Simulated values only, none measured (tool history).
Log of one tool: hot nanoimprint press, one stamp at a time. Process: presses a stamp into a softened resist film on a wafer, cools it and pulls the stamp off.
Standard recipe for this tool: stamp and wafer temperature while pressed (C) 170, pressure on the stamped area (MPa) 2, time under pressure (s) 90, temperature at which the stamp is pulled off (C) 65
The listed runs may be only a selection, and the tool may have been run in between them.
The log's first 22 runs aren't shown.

run   hour  stamp and wafer temperature while pressed (C)  pressure on the stamped area (MPa)  time under pressure (s)  temperature at which the stamp is pulled off (C)  hours of work since the thermocouple was calibrated  imprints on the stamp's release coat  hours of work since the press's seals were changed  resist left under the stamp's widest pad (angstrom)  greatest force while the stamp is pulled off (N)
 23  454.6                                            182                                   2                       49                                                68                                                   66                                  1141                                                 980                                                 3039                                               107
 24  479.5                                            181                                2.05                      129                                                51                                                   83                                  1207                                                 998                                                 2170                                               164
 25  498.2                                            181                                2.05                      129                                                51                                                   97                                  1257                                                1011                                                 2194                                               166
 26  528.3                                            163                                1.99                      103                                                51                                                  118                                  1337                                                1033                                                 4655                                               165
 27  540.4                                            163                                1.99                      103                                                51                                                  127                                  1370                                                1041                                                 4623                                               166
 28  563.7                                            182                                1.99                      103                                                51                                                  143                                  1432                                                1058                                                 2343                                               168
 29  590.2                                            170                                1.39                       90                                                65                                                  162                                  1503                                                1077                                                 4443                                               124
 30  609.7                                            170                                1.39                       90                                                65                                                  176                                  1555                                                1090                                                 4491                                               122
 31  633.3                                            170                                1.39                       90                                                65                                                  193                                  1618                                                1107                                                 4433                                               130

What if the next run were any one of these 3? Each begins from the tool's condition after run 31:
     655.3  -- stamp cleaned and given a new release coat
  A  664.6                                            181                                1.53                       90                                                71                                                  211                                    25                                                1125                                                    ?                                                 ?
     655.3  -- stamp cleaned and given a new release coat
  B  664.6                                            160                                   2                      117                                                52                                                  211                                    25                                                1125                                                    ?                                                 ?
     655.3  -- stamp cleaned and given a new release coat
  C  664.6                                            170                                3.08                       90                                                53                                                  211                                    25                                                1125                                                    ?                                                 ?

run  resist left under the stamp's widest pad (angstrom)  greatest force while the stamp is pulled off (N)
  A                                                 2965                                                88
  B                                                 4925                                               141
  C                                                 3115                                               135
Without the tool's hidden state the same runs would have given:
run  resist left under the stamp's widest pad (angstrom)  greatest force while the stamp is pulled off (N)
  A                                                 2762                                                85
  B                                                 4604                                               138
  C                                                 2749                                               133
